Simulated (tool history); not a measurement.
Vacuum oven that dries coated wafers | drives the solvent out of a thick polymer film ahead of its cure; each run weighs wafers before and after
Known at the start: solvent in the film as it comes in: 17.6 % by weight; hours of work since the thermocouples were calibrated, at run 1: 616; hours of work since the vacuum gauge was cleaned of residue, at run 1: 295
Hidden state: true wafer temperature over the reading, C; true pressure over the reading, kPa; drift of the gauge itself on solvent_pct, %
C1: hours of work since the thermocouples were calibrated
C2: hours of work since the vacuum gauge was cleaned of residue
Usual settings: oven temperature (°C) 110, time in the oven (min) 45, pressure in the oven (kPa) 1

{"run": 1, "hour": 0.0, "oven temperature (°C)": 110, "time in the oven (min)": 45, "pressure in the oven (kPa)": 1, "C1": 616, "C2": 295, "solvent left in the film (%)": 1.41}
{"run": 2, "hour": 15.8, "oven temperature (°C)": 110, "time in the oven (min)": 45, "pressure in the oven (kPa)": 1, "C1": 627, "C2": 306, "solvent left in the film (%)": 1.41}
{"run": 3, "hour": 29.1, "oven temperature (°C)": 110, "time in the oven (min)": 45, "pressure in the oven (kPa)": 1, "C1": 636, "C2": 316, "solvent left in the film (%)": 1.38}
{"run": 4, "hour": 40.5, "oven temperature (°C)": 110, "time in the oven (min)": 45, "pressure in the oven (kPa)": 1, "C1": 644, "C2": 324, "solvent left in the film (%)": 1.4}
{"run": 5, "hour": 55.1, "oven temperature (°C)": 110, "time in the oven (min)": 45, "pressure in the oven (kPa)": 1, "C1": 654, "C2": 334, "solvent left in the film (%)": 1.41}
{"run": 6, "hour": 72.6, "oven temperature (°C)": 115, "time in the oven (min)": 45, "pressure in the oven (kPa)": 1, "C1": 666, "C2": 346, "solvent left in the film (%)": 0.79}
{"run": 7, "hour": 89.1, "oven temperature (°C)": 115, "time in the oven (min)": 45, "pressure in the oven (kPa)": 1, "C1": 678, "C2": 357, "solvent left in the film (%)": 0.85}
{"run": 8, "hour": 98.2, "oven temperature (°C)": 110, "time in the oven (min)": 56, "pressure in the oven (kPa)": 1, "C1": 684, "C2": 364, "solvent left in the film (%)": 0.96}
{"run": 9, "hour": 116.2, "oven temperature (°C)": 110, "time in the oven (min)": 45, "pressure in the oven (kPa)": 1, "C1": 696, "C2": 376, "solvent left in the film (%)": 1.4}
{"run": 10, "hour": 130.7, "oven temperature (°C)": 110, "time in the oven (min)": 45, "pressure in the oven (kPa)": 1, "C1": 706, "C2": 386, "solvent left in the film (%)": 1.43}
{"run": 11, "hour": 146.0, "oven temperature (°C)": 100, "time in the oven (min)": 45, "pressure in the oven (kPa)": 1, "C1": 717, "C2": 397, "solvent left in the film (%)": 3.63}
{"run": 12, "hour": 161.5, "oven temperature (°C)": 100, "time in the oven (min)": 45, "pressure in the oven (kPa)": 1, "C1": 728, "C2": 408, "solvent left in the film (%)": 3.61}
{"run": 13, "hour": 176.4, "oven temperature (°C)": 100, "time in the oven (min)": 45, "pressure in the oven (kPa)": 1, "C1": 738, "C2": 418, "solvent left in the film (%)": 3.64}
{"run": 14, "hour": 186.1, "oven temperature (°C)": 115, "time in the oven (min)": 45, "pressure in the oven (kPa)": 1, "C1": 745, "C2": 425, "solvent left in the film (%)": 0.84}
{"run": 15, "hour": 204.7, "oven temperature (°C)": 110, "time in the oven (min)": 32, "pressure in the oven (kPa)": 1, "C1": 758, "C2": 438, "solvent left in the film (%)": 2.44}
{"run": 16, "hour": 222.7, "oven temperature (°C)": 110, "time in the oven (min)": 32, "pressure in the oven (kPa)": 1, "C1": 770, "C2": 450, "solvent left in the film (%)": 2.45}
{"run": 17, "hour": 230.7, "oven temperature (°C)": 110, "time in the oven (min)": 32, "pressure in the oven (kPa)": 2.4, "C1": 776, "C2": 456, "solvent left in the film (%)": 3.03}
{"run": 18, "hour": 246.3, "oven temperature (°C)": 110, "time in the oven (min)": 32, "pressure in the oven (kPa)": 2.4, "C1": 787, "C2": 467, "solvent left in the film (%)": 3.02}
{"run": 19, "hour": 256.0, "oven temperature (°C)": 110, "time in the oven (min)": 32, "pressure in the oven (kPa)": 2.4, "C1": 794, "C2": 473, "solvent left in the film (%)": 3.03}
{"run": 20, "hour": 267.3, "oven temperature (°C)": 110, "time in the oven (min)": 32, "pressure in the oven (kPa)": 2.4, "C1": 802, "C2": 481, "solvent left in the film (%)": 3.03}
{"run": 21, "hour": 282.4, "oven temperature (°C)": 110, "time in the oven (min)": 32, "pressure in the oven (kPa)": 2.4, "C1": 812, "C2": 492, "solvent left in the film (%)": 3.01}
{"run": 22, "hour": 297.5, "oven temperature (°C)": 110, "time in the oven (min)": 32, "pressure in the oven (kPa)": 2.4, "C1": 823, "C2": 502, "solvent left in the film (%)": 3}
{"run": 23, "hour": 306.3, "oven temperature (°C)": 110, "time in the oven (min)": 45, "pressure in the oven (kPa)": 0.75, "C1": 829, "C2": 508, "solvent left in the film (%)": 1.31}
{"run": 24, "hour": 320.1, "oven temperature (°C)": 110, "time in the oven (min)": 45, "pressure in the oven (kPa)": 0.75, "C1": 838, "C2": 518, "solvent left in the film (%)": 1.28}
{"run": 25, "hour": 328.9, "oven temperature (°C)": 116, "time in the oven (min)": 45, "pressure in the oven (kPa)": 1.1, "C1": 844, "C2": 524, "solvent left in the film (%)": 0.77}
{"run": 26, "hour": 344.8, "oven temperature (°C)": 121, "time in the oven (min)": 36, "pressure in the oven (kPa)": 0.63, "C1": 855, "C2": 535, "solvent left in the film (%)": 0.51}
{"run": 27, "hour": 352.6, "oven temperature (°C)": 116, "time in the oven (min)": 36, "pressure in the oven (kPa)": 1.52, "C1": 861, "C2": 541, "solvent left in the film (%)": 1.22}
{"run": 28, "hour": 365.3, "oven temperature (°C)": 116, "time in the oven (min)": 36, "pressure in the oven (kPa)": 1.52, "C1": 870, "C2": 549, "solvent left in the film (%)": 1.25}
{"run": 29, "hour": 379.5, "oven temperature (°C)": 116, "time in the oven (min)": 36, "pressure in the oven (kPa)": 1.52, "C1": 880, "C2": 559, "solvent left in the film (%)": 1.24}
{"run": 30, "hour": 387.7, "oven temperature (°C)": 116, "time in the oven (min)": 36, "pressure in the oven (kPa)": 2.78, "C1": 885, "C2": 565, "solvent left in the film (%)": 1.73}
{"run": 31, "hour": 402.2, "oven temperature (°C)": 118, "time in the oven (min)": 74, "pressure in the oven (kPa)": 2.21, "C1": 895, "C2": 575, "solvent left in the film (%)": 0.92}
{"run": 32, "hour": 415.8, "oven temperature (°C)": 110, "time in the oven (min)": 36, "pressure in the oven (kPa)": 1, "C1": 905, "C2": 585, "solvent left in the film (%)": 2.02}
{"run": 33, "hour": 434.9, "oven temperature (°C)": 122, "time in the oven (min)": 75, "pressure in the oven (kPa)": 1, "C1": 918, "C2": 598, "solvent left in the film (%)": 0.42}
{"run": 34, "hour": 451.3, "oven temperature (°C)": 100, "time in the oven (min)": 31, "pressure in the oven (kPa)": 2.34, "C1": 930, "C2": 609, "solvent left in the film (%)": 5.99}
{"run": 35, "hour": 463.3, "oven temperature (°C)": 98, "time in the oven (min)": 45, "pressure in the oven (kPa)": 1, "C1": 938, "C2": 618, "solvent left in the film (%)": 4.17}
{"run": 36, "hour": 481.8, "oven temperature (°C)": 117, "time in the oven (min)": 58, "pressure in the oven (kPa)": 1.11, "C1": 951, "C2": 631, "solvent left in the film (%)": 0.57}
{"run": 37, "hour": 489.7, "oven temperature (°C)": 103, "time in the oven (min)": 48, "pressure in the oven (kPa)": 1.1, "C1": 956, "C2": 636, "solvent left in the film (%)": 2.56}
{"run": 38, "hour": 501.5, "oven temperature (°C)": 110, "time in the oven (min)": 48, "pressure in the oven (kPa)": 2.95, "C1": 964, "C2": 644, "solvent left in the film (%)": 2.11}
{"run": 39, "hour": 511.9, "oven temperature (°C)": 110, "time in the oven (min)": 24, "pressure in the oven (kPa)": 1.29, "C1": 972, "C2": 651, "solvent left in the film (%)": 3.72}
{"run": 40, "hour": 522.0, "oven temperature (°C)": 110, "time in the oven (min)": 24, "pressure in the oven (kPa)": 1.29, "C1": 979, "C2": 659, "solvent left in the film (%)": 3.72}
{"run": 41, "hour": 535.4, "oven temperature (°C)": 110, "time in the oven (min)": 24, "pressure in the oven (kPa)": 1.29, "C1": 988, "C2": 668, "solvent left in the film (%)": 3.69}
{"run": 42, "hour": 552.7, "oven temperature (°C)": 117, "time in the oven (min)": 45, "pressure in the oven (kPa)": 1.67, "C1": 1000, "C2": 680, "solvent left in the film (%)": 0.93}
{"run": 43, "hour": 569.7, "oven temperature (°C)": 110, "time in the oven (min)": 55, "pressure in the oven (kPa)": 1.42, "C1": 1012, "C2": 692, "solvent left in the film (%)": 1.22}
{"run": 44, "hour": 587.0, "oven temperature (°C)": 112, "time in the oven (min)": 69, "pressure in the oven (kPa)": 1, "C1": 1024, "C2": 704, "solvent left in the film (%)": 0.7}
{"run": 45, "hour": 599.1, "oven temperature (°C)": 112, "time in the oven (min)": 69, "pressure in the oven (kPa)": 1, "C1": 1032, "C2": 712, "solvent left in the film (%)": 0.68}
{"run": 46, "hour": 617.3, "oven temperature (°C)": 112, "time in the oven (min)": 69, "pressure in the oven (kPa)": 1, "C1": 1045, "C2": 725, "solvent left in the film (%)": 0.65}
{"run": 47, "hour": 633.3, "oven temperature (°C)": 108, "time in the oven (min)": 35, "pressure in the oven (kPa)": 3.7, "C1": 1056, "C2": 736, "solvent left in the film (%)": 3.73}

Forecast each of these 3 alternatives for the next run:
{"run": "A", "hour": 648.5, "oven temperature (°C)": 103, "time in the oven (min)": 39, "pressure in the oven (kPa)": 1.27, "C1": 1067, "C2": 747, "solvent left in the film (%)": "?"}
{"run": "B", "hour": 648.5, "oven temperature (°C)": 115, "time in the oven (min)": 43, "pressure in the oven (kPa)": 2.8, "C1": 1067, "C2": 747, "solvent left in the film (%)": "?"}
{"run": "C", "hour": 648.5, "oven temperature (°C)": 96, "time in the oven (min)": 37, "pressure in the oven (kPa)": 0.86, "C1": 1067, "C2": 747, "solvent left in the film (%)": "?"}

run=A solvent_left_in_the_film_(%)=3.48
run=B solvent_left_in_the_film_(%)=1.57
run=C solvent_left_in_the_film_(%)=5.65
Without the tool's hidden state the same runs would have given:
run=A solvent_left_in_the_film_(%)=3.61
run=B solvent_left_in_the_film_(%)=1.56
run=C solvent_left_in_the_film_(%)=5.82

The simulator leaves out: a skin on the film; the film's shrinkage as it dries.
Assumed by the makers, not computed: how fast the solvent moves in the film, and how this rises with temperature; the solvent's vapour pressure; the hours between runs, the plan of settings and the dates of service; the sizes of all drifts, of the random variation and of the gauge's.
